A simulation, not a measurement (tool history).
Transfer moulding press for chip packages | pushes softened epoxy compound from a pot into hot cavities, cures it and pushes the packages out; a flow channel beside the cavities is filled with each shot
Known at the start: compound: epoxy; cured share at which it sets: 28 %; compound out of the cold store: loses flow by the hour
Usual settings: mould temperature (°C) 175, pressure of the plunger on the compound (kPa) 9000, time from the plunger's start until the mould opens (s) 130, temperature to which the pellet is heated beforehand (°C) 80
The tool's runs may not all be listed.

| run | hour | mould temperature (°C) | pressure of the plunger on the compound (kPa) | time from the plunger's start until the mould opens (s) | temperature to which the pellet is heated beforehand (°C) | incoming compound's hours out of the cold store | length that the compound runs in the flow channel (mm) | greatest force on the pins that push the packages out (N) |
|---|---|---|---|---|---|---|---|---|
| 1 | 0 | 175 | 9000 | 130 | 80 | 8.7 | 690 | 437 |
| 2 | 10.3 | 175 | 9000 | 130 | 80 | 23.1 | 643 | 413 |
| 3 | 22.7 | 175 | 9000 | 130 | 80 | 14.1 | 669 | 429 |
| 4 | 34.9 | 175 | 9000 | 130 | 80 | 26.8 | 640 | 426 |
| 5 | 52.2 | 175 | 9000 | 163 | 80 | 10.2 | 686 | 394 |
| 6 | 75.1 | 182 | 9000 | 130 | 80 | 17.7 | 659 | 384 |
|  | 92.1 | cavities cleaned with cleaning compound and waxed |
| 7 | 92.1 | 175 | 9000 | 130 | 80 | 23.5 | 650 | 425 |
|  | 95.8 | plunger's sealing rings changed |
| 8 | 110 | 175 | 9000 | 130 | 77 | 9.8 | 697 | 419 |
| 9 | 127.8 | 178 | 9000 | 130 | 80 | 10.3 | 680 | 431 |
| 10 | 140.8 | 178 | 9000 | 130 | 80 | 43.8 | 595 | 407 |
| 11 | 152.5 | 178 | 9000 | 130 | 80 | 20.5 | 659 | 413 |
| 12 | 168.6 | 175 | 9000 | 130 | 80 | 39.5 | 603 | 421 |
| 13 | 185.9 | 175 | 9000 | 130 | 80 | 43.6 | 584 | 418 |
| 14 | 204.7 | 178 | 9420 | 130 | 80 | 35.5 | 621 | 408 |
| 15 | 227.2 | 178 | 9420 | 130 | 80 | 45.7 | 593 | 404 |
| 16 | 246.1 | 178 | 9300 | 130 | 80 | 47.4 | 581 | 409 |
| 17 | 259.1 | 175 | 7320 | 130 | 80 | 32.1 | 561 | 432 |
| 18 | 273.8 | 175 | 7320 | 130 | 80 | 9 | 626 | 427 |
|  | 285.7 | cavities cleaned with cleaning compound and waxed |
| 19 | 287.6 | 175 | 7320 | 130 | 80 | 8.7 | 627 | 434 |
| 20 | 310 | 175 | 8410 | 130 | 82 | 17.5 | 637 | 425 |
| 21 | 321.1 | 169 | 9000 | 152 | 88 | 38.3 | 613 | 436 |
| 22 | 342.8 | 169 | 8610 | 152 | 74 | 27.1 | 625 | 449 |
| 23 | 358.4 | 169 | 7770 | 122 | 74 | 38.1 | 575 | 548 |
| 24 | 369.6 | 181 | 8150 | 122 | 74 | 8.6 | 647 | 403 |
| 25 | 381 | 167 | 8150 | 122 | 74 | 11.2 | 670 | 709 |
| 26 | 398 | 167 | 8150 | 122 | 74 | 46 | 566 | 627 |

3 ways to go on from here, each from the tool as it stands after run 26. What would each give?
| A | 416.1 | 167 | 10500 | 122 | 74 | 8.7 | ? | ? |
| B | 416.1 | 174 | 8160 | 122 | 74 | 22.9 | ? | ? |
| C | 416.1 | 175 | 9000 | 130 | 77 | 44.4 | ? | ? |

| run | length that the compound runs in the flow channel (mm) | greatest force on the pins that push the packages out (N) |
|---|---|---|
| A | 765 | 700 |
| B | 619 | 440 |
| C | 579 | 417 |
Without the tool's hidden state the same runs would have given:
| run | length that the compound runs in the flow channel (mm) | greatest force on the pins that push the packages out (N) |
|---|---|---|
| A | 765 | 690 |
| B | 620 | 433 |
| C | 579 | 410 |

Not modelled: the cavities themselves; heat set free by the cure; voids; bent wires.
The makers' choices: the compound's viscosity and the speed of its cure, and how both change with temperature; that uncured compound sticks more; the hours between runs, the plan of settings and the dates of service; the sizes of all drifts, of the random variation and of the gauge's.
